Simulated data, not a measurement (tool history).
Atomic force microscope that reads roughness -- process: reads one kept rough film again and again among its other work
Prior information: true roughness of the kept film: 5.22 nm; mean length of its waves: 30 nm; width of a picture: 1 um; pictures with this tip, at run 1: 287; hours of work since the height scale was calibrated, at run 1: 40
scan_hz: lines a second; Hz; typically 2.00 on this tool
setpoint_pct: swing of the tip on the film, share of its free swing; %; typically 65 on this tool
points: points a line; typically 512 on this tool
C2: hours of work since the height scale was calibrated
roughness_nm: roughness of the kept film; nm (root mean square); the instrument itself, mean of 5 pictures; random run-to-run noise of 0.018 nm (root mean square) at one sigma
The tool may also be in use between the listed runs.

run 1 day=0.000 | scan_hz=2.00 setpoint_pct=65 points=512 | pictures_with_this_tip=287 C2=40 | roughness_nm=3.448
run 2 day=0.296 | scan_hz=1.98 setpoint_pct=65 points=512 | pictures_with_this_tip=298 C2=45 | roughness_nm=3.401
-- day=0.558 new tip fitted
run 3 day=0.600 | scan_hz=1.98 setpoint_pct=65 points=512 | pictures_with_this_tip=1 C2=50 | roughness_nm=4.466
run 4 day=0.996 | scan_hz=2.00 setpoint_pct=56 points=512 | pictures_with_this_tip=16 C2=57 | roughness_nm=4.469
run 5 day=1.354 | scan_hz=2.00 setpoint_pct=56 points=512 | pictures_with_this_tip=30 C2=63 | roughness_nm=4.453
run 6 day=1.550 | scan_hz=2.00 setpoint_pct=56 points=512 | pictures_with_this_tip=37 C2=66 | roughness_nm=4.351
run 7 day=1.754 | scan_hz=0.79 setpoint_pct=56 points=512 | pictures_with_this_tip=45 C2=70 | roughness_nm=4.403
run 8 day=2.042 | scan_hz=2.00 setpoint_pct=65 points=677 | pictures_with_this_tip=56 C2=75 | roughness_nm=4.215
run 9 day=2.271 | scan_hz=2.00 setpoint_pct=65 points=887 | pictures_with_this_tip=65 C2=79 | roughness_nm=4.207
run 10 day=2.567 | scan_hz=2.00 setpoint_pct=87 points=512 | pictures_with_this_tip=76 C2=84 | roughness_nm=3.785
run 11 day=2.792 | scan_hz=2.00 setpoint_pct=87 points=512 | pictures_with_this_tip=85 C2=88 | roughness_nm=3.758
run 12 day=2.992 | scan_hz=2.00 setpoint_pct=87 points=512 | pictures_with_this_tip=93 C2=92 | roughness_nm=3.745
run 13 day=3.371 | scan_hz=2.00 setpoint_pct=87 points=512 | pictures_with_this_tip=107 C2=98 | roughness_nm=3.693
run 14 day=3.633 | scan_hz=2.00 setpoint_pct=61 points=512 | pictures_with_this_tip=117 C2=103 | roughness_nm=4.042
run 15 day=4.000 | scan_hz=0.86 setpoint_pct=65 points=512 | pictures_with_this_tip=131 C2=110 | roughness_nm=4.073
run 16 day=4.388 | scan_hz=0.86 setpoint_pct=70 points=512 | pictures_with_this_tip=146 C2=116 | roughness_nm=3.969
run 17 day=4.775 | scan_hz=2.00 setpoint_pct=65 points=512 | pictures_with_this_tip=161 C2=123 | roughness_nm=3.846
run 18 day=5.029 | scan_hz=2.00 setpoint_pct=65 points=512 | pictures_with_this_tip=170 C2=128 | roughness_nm=3.834
run 19 day=5.312 | scan_hz=2.00 setpoint_pct=72 points=512 | pictures_with_this_tip=181 C2=133 | roughness_nm=3.694
run 20 day=5.550 | scan_hz=2.00 setpoint_pct=89 points=512 | pictures_with_this_tip=190 C2=137 | roughness_nm=3.410
run 21 day=5.783 | scan_hz=2.00 setpoint_pct=89 points=512 | pictures_with_this_tip=199 C2=141 | roughness_nm=3.388
run 22 day=5.992 | scan_hz=2.00 setpoint_pct=89 points=512 | pictures_with_this_tip=207 C2=145 | roughness_nm=3.375
run 23 day=6.192 | scan_hz=2.00 setpoint_pct=65 points=367 | pictures_with_this_tip=215 C2=148 | roughness_nm=3.715
run 24 day=6.492 | scan_hz=0.72 setpoint_pct=70 points=367 | pictures_with_this_tip=226 C2=153 | roughness_nm=3.749
run 25 day=6.854 | scan_hz=0.72 setpoint_pct=70 points=367 | pictures_with_this_tip=240 C2=160 | roughness_nm=3.668
run 26 day=7.092 | scan_hz=0.68 setpoint_pct=70 points=470 | pictures_with_this_tip=249 C2=164 | roughness_nm=3.648
run 27 day=7.362 | scan_hz=0.61 setpoint_pct=61 points=317 | pictures_with_this_tip=260 C2=169 | roughness_nm=3.629
run 28 day=7.683 | scan_hz=1.28 setpoint_pct=87 points=317 | pictures_with_this_tip=272 C2=174 | roughness_nm=3.368
run 29 day=7.921 | scan_hz=1.28 setpoint_pct=87 points=317 | pictures_with_this_tip=281 C2=179 | roughness_nm=3.326
run 30 day=8.354 | scan_hz=1.16 setpoint_pct=71 points=698 | pictures_with_this_tip=297 C2=186 | roughness_nm=3.488
-- day=8.621 new tip fitted
run 31 day=8.788 | scan_hz=3.52 setpoint_pct=60 points=286 | pictures_with_this_tip=6 C2=193 | roughness_nm=4.351
run 32 day=9.138 | scan_hz=1.64 setpoint_pct=60 points=286 | pictures_with_this_tip=20 C2=200 | roughness_nm=4.473
run 33 day=9.479 | scan_hz=2.00 setpoint_pct=89 points=595 | pictures_with_this_tip=33 C2=206 | roughness_nm=3.941
run 34 day=9.758 | scan_hz=0.59 setpoint_pct=88 points=550 | pictures_with_this_tip=43 C2=211 | roughness_nm=4.335
run 35 day=10.188 | scan_hz=0.73 setpoint_pct=56 points=512 | pictures_with_this_tip=60 C2=218 | roughness_nm=4.395
run 36 day=10.371 | scan_hz=2.85 setpoint_pct=82 points=297 | pictures_with_this_tip=67 C2=221 | roughness_nm=3.804
run 37 day=10.738 | scan_hz=2.85 setpoint_pct=82 points=297 | pictures_with_this_tip=81 C2=228 | roughness_nm=3.749
run 38 day=10.917 | scan_hz=2.85 setpoint_pct=82 points=297 | pictures_with_this_tip=87 C2=231 | roughness_nm=3.689
run 39 day=11.267 | scan_hz=2.00 setpoint_pct=75 points=595 | pictures_with_this_tip=101 C2=237 | roughness_nm=4.000
run 40 day=11.612 | scan_hz=3.40 setpoint_pct=58 points=512 | pictures_with_this_tip=114 C2=243 | roughness_nm=4.069
run 41 day=11.892 | scan_hz=1.17 setpoint_pct=80 points=512 | pictures_with_this_tip=125 C2=248 | roughness_nm=3.949
run 42 day=12.175 | scan_hz=2.00 setpoint_pct=64 points=973 | pictures_with_this_tip=136 C2=253 | roughness_nm=4.005

3 ways to go on from here, each from the tool as it stands after run 42. What would each give?
run A day=12.542 | scan_hz=2.86 setpoint_pct=71 points=769 | pictures_with_this_tip=150 C2=259 | roughness_nm=?
run B day=12.542 | scan_hz=1.03 setpoint_pct=64 points=973 | pictures_with_this_tip=150 C2=259 | roughness_nm=?
run C day=12.542 | scan_hz=0.89 setpoint_pct=65 points=512 | pictures_with_this_tip=150 C2=259 | roughness_nm=?

run=A roughness_nm=3.768
run=B roughness_nm=4.056
run=C roughness_nm=4.025
Stripped of hidden state, with their random variation kept, the same runs would have yielded:
run=A roughness_nm=4.289
run=B roughness_nm=4.617
run=C roughness_nm=4.581
